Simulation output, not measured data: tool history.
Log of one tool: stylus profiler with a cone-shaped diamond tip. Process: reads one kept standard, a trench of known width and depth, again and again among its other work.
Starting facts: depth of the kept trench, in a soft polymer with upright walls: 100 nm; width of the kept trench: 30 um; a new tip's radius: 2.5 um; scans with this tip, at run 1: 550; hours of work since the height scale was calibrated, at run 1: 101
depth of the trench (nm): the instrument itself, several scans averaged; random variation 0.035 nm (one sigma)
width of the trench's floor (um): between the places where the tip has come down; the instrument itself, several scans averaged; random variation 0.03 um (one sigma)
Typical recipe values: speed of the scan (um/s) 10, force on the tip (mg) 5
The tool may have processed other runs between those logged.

| run | day | speed of the scan (um/s) | force on the tip (mg) | scans with this tip | hours of work since the height scale was calibrated | depth of the trench (nm) | width of the trench's floor (um) |
|---|---|---|---|---|---|---|---|
| 1 | 0 | 10 | 5 | 550 | 101 | 101.15 | 28.58 |
| 2 | 2.379 | 10 | 5 | 777 | 143 | 101.13 | 28.53 |
| 3 | 3.767 | 2 | 5 | 910 | 168 | 101.1 | 28.57 |
| 4 | 6.192 | 10 | 5 | 1142 | 211 | 101.18 | 28.48 |
| 5 | 7.788 | 10 | 5 | 1294 | 239 | 101.16 | 28.47 |
| 6 | 9.767 | 6 | 5 | 1484 | 274 | 101.19 | 28.51 |
| 7 | 11.238 | 6 | 5 | 1624 | 299 | 101.2 | 28.47 |
| 8 | 12.558 | 10 | 5 | 1751 | 323 | 101.19 | 28.46 |
| 9 | 14.721 | 10 | 14.06 | 1958 | 361 | 102.28 | 28.39 |
| 10 | 16.738 | 10 | 14.06 | 2151 | 396 | 102.31 | 28.48 |
| 11 | 17.892 | 10 | 14.06 | 2261 | 417 | 102.24 | 28.45 |
| 12 | 19.292 | 10 | 14.06 | 2395 | 441 | 102.27 | 28.39 |
| 13 | 21.554 | 10 | 14.06 | 2611 | 481 | 102.22 | 28.35 |
| 14 | 23.412 | 10 | 14.06 | 2789 | 514 | 102.29 | 28.3 |
| 15 | 25.529 | 10 | 3.16 | 2992 | 552 | 100.87 | 28.36 |
| 16 | 26.904 | 10 | 5 | 3123 | 576 | 101.2 | 28.34 |
| 17 | 28.842 | 10 | 1.75 | 3308 | 610 | 100.69 | 28.31 |
|  | 28.979 | height scale calibrated on a step standard |
| 18 | 31.196 | 10 | 1.75 | 3531 | 39 | 100.61 | 28.31 |
| 19 | 32.658 | 10 | 2.32 | 3671 | 65 | 100.83 | 28.34 |
| 20 | 33.912 | 27 | 5 | 3791 | 87 | 101.27 | 28.25 |
| 21 | 36.012 | 27 | 5 | 3992 | 124 | 101.24 | 28.15 |
| 22 | 37.608 | 27 | 2.13 | 4145 | 152 | 100.74 | 28.14 |
|  | 38.433 | height scale calibrated on a step standard, once more |
| 23 | 40.1 | 21 | 8.17 | 4381 | 29 | 101.46 | 28.27 |
| 24 | 41.446 | 13 | 5 | 4510 | 53 | 101.05 | 28.19 |
| 25 | 42.629 | 9 | 5 | 4623 | 74 | 101.13 | 28.28 |
| 26 | 43.746 | 14 | 3.58 | 4730 | 94 | 100.91 | 28.22 |
| 27 | 46.125 | 14 | 3.58 | 4957 | 136 | 100.9 | 28.22 |
| 28 | 47.333 | 4 | 3.41 | 5073 | 157 | 100.84 | 28.31 |
| 29 | 49.838 | 4 | 3.41 | 5313 | 201 | 100.87 | 28.29 |
| 30 | 51.488 | 9 | 9.31 | 5470 | 230 | 101.65 | 28.22 |
| 31 | 53.75 | 6 | 8.72 | 5687 | 270 | 101.58 | 28.24 |
| 32 | 55.121 | 17 | 2.3 | 5818 | 294 | 100.64 | 28.07 |
| 33 | 56.971 | 17 | 2.3 | 5995 | 327 | 100.64 | 28.15 |
| 34 | 58.433 | 13 | 4.36 | 6135 | 353 | 100.99 | 28.12 |
| 35 | 60.296 | 13 | 4.36 | 6313 | 385 | 101.03 | 28.1 |
| 36 | 61.625 | 29 | 10.15 | 6440 | 409 | 101.79 | 28.15 |
| 37 | 63 | 5 | 3.42 | 6571 | 433 | 100.86 | 28.16 |
| 38 | 65.283 | 13 | 14.24 | 6790 | 473 | 102.26 | 28.16 |
| 39 | 66.338 | 16 | 4.01 | 6891 | 492 | 101.02 | 28.08 |
| 40 | 68.121 | 3 | 2.06 | 7061 | 523 | 100.69 | 28.17 |
| 41 | 69.358 | 5 | 5.07 | 7180 | 545 | 101.17 | 28.12 |
| 42 | 71.438 | 3 | 4.4 | 7379 | 582 | 101.07 | 28.12 |
| 43 | 72.783 | 3 | 9.58 | 7507 | 606 | 101.76 | 28.19 |
| 44 | 75.067 | 11 | 8.79 | 7726 | 646 | 101.66 | 28.13 |

4 ways to go on from here, each from the tool as it stands after run 44. What would each give?
| A | 77.388 | 9 | 1.88 | 7948 | 687 | ? | ? |
| B | 77.388 | 14 | 5 | 7948 | 687 | ? | ? |
| C | 77.388 | 23 | 2.76 | 7948 | 687 | ? | ? |
| D | 77.388 | 8 | 2.38 | 7948 | 687 | ? | ? |

| run | depth of the trench (nm) | width of the trench's floor (um) |
|---|---|---|
| A | 100.59 | 28.08 |
| B | 101.17 | 28.07 |
| C | 100.82 | 27.96 |
| D | 100.7 | 28.09 |
Without the tool's hidden state the same runs would have given:
| run | depth of the trench (nm) | width of the trench's floor (um) |
|---|---|---|
| A | 100.53 | 28.57 |
| B | 101.11 | 28.56 |
| C | 100.76 | 28.45 |
| D | 100.64 | 28.57 |

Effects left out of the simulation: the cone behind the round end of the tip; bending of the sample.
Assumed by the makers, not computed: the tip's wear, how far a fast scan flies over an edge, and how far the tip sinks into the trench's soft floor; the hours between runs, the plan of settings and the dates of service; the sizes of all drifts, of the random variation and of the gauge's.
